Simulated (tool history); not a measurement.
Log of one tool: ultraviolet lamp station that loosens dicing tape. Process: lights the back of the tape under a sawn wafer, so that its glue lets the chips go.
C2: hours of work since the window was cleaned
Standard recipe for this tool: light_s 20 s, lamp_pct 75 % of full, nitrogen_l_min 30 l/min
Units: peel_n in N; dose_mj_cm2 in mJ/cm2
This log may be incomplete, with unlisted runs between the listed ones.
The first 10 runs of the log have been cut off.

Run 11, hour 106.3: usual settings but lamp_pct 94 % of full; hours of work of the lamp 143; C2 21. Result: peel_n 0.464 N, dose_mj_cm2 628 mJ/cm2.
Run 12, hour 112.5: usual settings; hours of work of the lamp 147; C2 26. Result: peel_n 0.767 N, dose_mj_cm2 499 mJ/cm2.
Run 13, hour 120.7: usual settings; hours of work of the lamp 153; C2 32. Result: peel_n 0.763 N, dose_mj_cm2 494 mJ/cm2.
Run 14, hour 133.2: usual settings; hours of work of the lamp 162; C2 41. Result: peel_n 0.779 N, dose_mj_cm2 495 mJ/cm2.
Run 15, hour 146.0: usual settings but light_s 13 s; hours of work of the lamp 172; C2 51. Result: peel_n 1.788 N, dose_mj_cm2 319 mJ/cm2.
Run 16, hour 154.1: usual settings but light_s 13 s; hours of work of the lamp 178; C2 57. Result: peel_n 1.770 N, dose_mj_cm2 321 mJ/cm2.
Run 17, hour 161.4: usual settings but light_s 13 s; hours of work of the lamp 183; C2 62. Result: peel_n 1.769 N, dose_mj_cm2 314 mJ/cm2.
Run 18, hour 173.4: usual settings but light_s 13 s; hours of work of the lamp 192; C2 71. Result: peel_n 1.751 N, dose_mj_cm2 317 mJ/cm2.
Run 19, hour 179.9: usual settings but light_s 13 s, nitrogen_l_min 17 l/min; hours of work of the lamp 197; C2 76. Result: peel_n 2.082 N, dose_mj_cm2 312 mJ/cm2.
Run 20, hour 187.0: usual settings; hours of work of the lamp 202; C2 81. Result: peel_n 0.782 N, dose_mj_cm2 488 mJ/cm2.
Run 21, hour 192.5: usual settings but light_s 19 s, lamp_pct 65 % of full; hours of work of the lamp 206; C2 85. Result: peel_n 1.236 N, dose_mj_cm2 403 mJ/cm2.
Run 22, hour 200.3: usual settings but light_s 18 s; hours of work of the lamp 212; C2 91. Result: peel_n 1.011 N, dose_mj_cm2 429 mJ/cm2.
Run 23, hour 212.5: usual settings but light_s 18 s, lamp_pct 97 % of full, nitrogen_l_min 46 l/min; hours of work of the lamp 221; C2 100. Result: peel_n 0.532 N, dose_mj_cm2 554 mJ/cm2.
Run 24, hour 224.6: usual settings but light_s 18 s, lamp_pct 97 % of full, nitrogen_l_min 46 l/min; hours of work of the lamp 230; C2 109. Result: peel_n 0.526 N, dose_mj_cm2 552 mJ/cm2.
Run 25, hour 233.0: usual settings but light_s 11 s, lamp_pct 85 % of full, nitrogen_l_min 54 l/min; hours of work of the lamp 236; C2 115. Result: peel_n 1.675 N, dose_mj_cm2 295 mJ/cm2.
Run 26, hour 239.7: usual settings but nitrogen_l_min 16 l/min; hours of work of the lamp 241; C2 120. Result: peel_n 1.110 N, dose_mj_cm2 468 mJ/cm2.
Run 27, hour 247.1: usual settings but light_s 24 s, lamp_pct 79 % of full; hours of work of the lamp 246; C2 125. Result: peel_n 0.539 N, dose_mj_cm2 594 mJ/cm2.
Run 28, hour 254.5: usual settings but lamp_pct 67 % of full, nitrogen_l_min 59 l/min; hours of work of the lamp 252; C2 131. Result: peel_n 0.895 N, dose_mj_cm2 418 mJ/cm2.
Run 29, hour 267.5: usual settings but lamp_pct 67 % of full, nitrogen_l_min 21 l/min; hours of work of the lamp 261; C2 140. Result: peel_n 1.252 N, dose_mj_cm2 415 mJ/cm2.
Run 30, hour 273.5: usual settings but lamp_pct 67 % of full, nitrogen_l_min 27 l/min; hours of work of the lamp 266; C2 145. Result: peel_n 1.132 N, dose_mj_cm2 411 mJ/cm2.
Run 31, hour 283.2: usual settings but lamp_pct 78 % of full, nitrogen_l_min 14 l/min; hours of work of the lamp 273; C2 152. Result: peel_n 1.116 N, dose_mj_cm2 479 mJ/cm2.
Run 32, hour 289.8: usual settings but light_s 29 s, lamp_pct 66 % of full, nitrogen_l_min 13 l/min; hours of work of the lamp 278; C2 157. Result: peel_n 0.784 N, dose_mj_cm2 598 mJ/cm2.

Forecast run 33:
Run 33, hour 302.8: usual settings but light_s 12 s, lamp_pct 81 % of full, nitrogen_l_min 54 l/min; hours of work of the lamp 287; C2 166. Result: peel_n ?, dose_mj_cm2 ?.

Logged for run 33: peel_n 1.680 N, dose_mj_cm2 299 mJ/cm2.
The same run, on a tool lacking any hidden state, would have yielded peel_n 1.326 N, dose_mj_cm2 343 mJ/cm2.

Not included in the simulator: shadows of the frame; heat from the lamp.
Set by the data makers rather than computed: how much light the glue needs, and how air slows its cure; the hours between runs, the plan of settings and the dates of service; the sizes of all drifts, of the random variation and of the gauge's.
